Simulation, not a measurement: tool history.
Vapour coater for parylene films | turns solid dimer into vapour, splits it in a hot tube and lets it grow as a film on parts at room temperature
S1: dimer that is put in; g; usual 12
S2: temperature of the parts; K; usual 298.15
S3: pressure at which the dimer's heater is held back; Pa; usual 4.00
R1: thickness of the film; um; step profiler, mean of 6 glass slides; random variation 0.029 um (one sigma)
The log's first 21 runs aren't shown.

run    hour  S1      S2     S3    R1
 22   761.3  11  298.15   4.00  2.19
 23   796.1  12  298.15   4.00  2.41
 24   823.7   9  300.15   4.00  1.70
      827.7  -- table's thermometer calibrated
 25   858.8  12  304.15   6.19  1.76
 26   898.4  12  304.15   6.19  1.68
 27   930.9   6  303.15   4.76  0.96
      956.6  -- table's thermometer calibrated, once more
 28   971.0  14  298.15   8.11  2.26
 29   992.2  18  292.15   8.21  3.70
 30  1017.1   9  290.15  11.93  1.82
     1036.6  -- trap's valve overhauled
 31  1053.3  21  298.15   3.92  4.59
 32  1096.5  21  298.15   3.92  4.54
 33  1127.8  21  298.15   3.92  4.50
 34  1177.0  19  307.15   2.61  3.28
 35  1206.5   8  291.15   3.12  2.36
 36  1239.9   8  291.15   3.12  2.32
 37  1262.1   8  291.15   3.12  2.30
 38  1291.3   8  306.15  10.97  0.98
 39  1330.4   8  306.15  10.97  0.97
 40  1359.9   8  293.15  10.97  1.63
 41  1391.3  13  291.15   2.71  3.66
 42  1435.3  13  291.15   2.71  3.68
 43  1484.7  13  291.15   2.71  3.68
 44  1506.1  13  291.15   2.71  3.66
 45  1545.1  13  291.15   2.71  3.65
 46  1587.5   6  301.15   4.00  1.06

5 ways to go on from here, each from the tool as it stands after run 46. What would each give?
  A  1620.0  16  301.15  4.00   ?
  B  1620.0  12  297.15  4.00   ?
  C  1620.0  12  309.15  8.69   ?
  D  1620.0   6  301.15  7.10   ?
  E  1620.0   6  300.15  2.77   ?

run    R1
  A  2.93
  B  2.48
  C  1.33
  D  0.96
  E  1.22
Without the tool's hidden state the same runs would have given:
run    R1
  A  3.19
  B  2.70
  C  1.45
  D  1.04
  E  1.33

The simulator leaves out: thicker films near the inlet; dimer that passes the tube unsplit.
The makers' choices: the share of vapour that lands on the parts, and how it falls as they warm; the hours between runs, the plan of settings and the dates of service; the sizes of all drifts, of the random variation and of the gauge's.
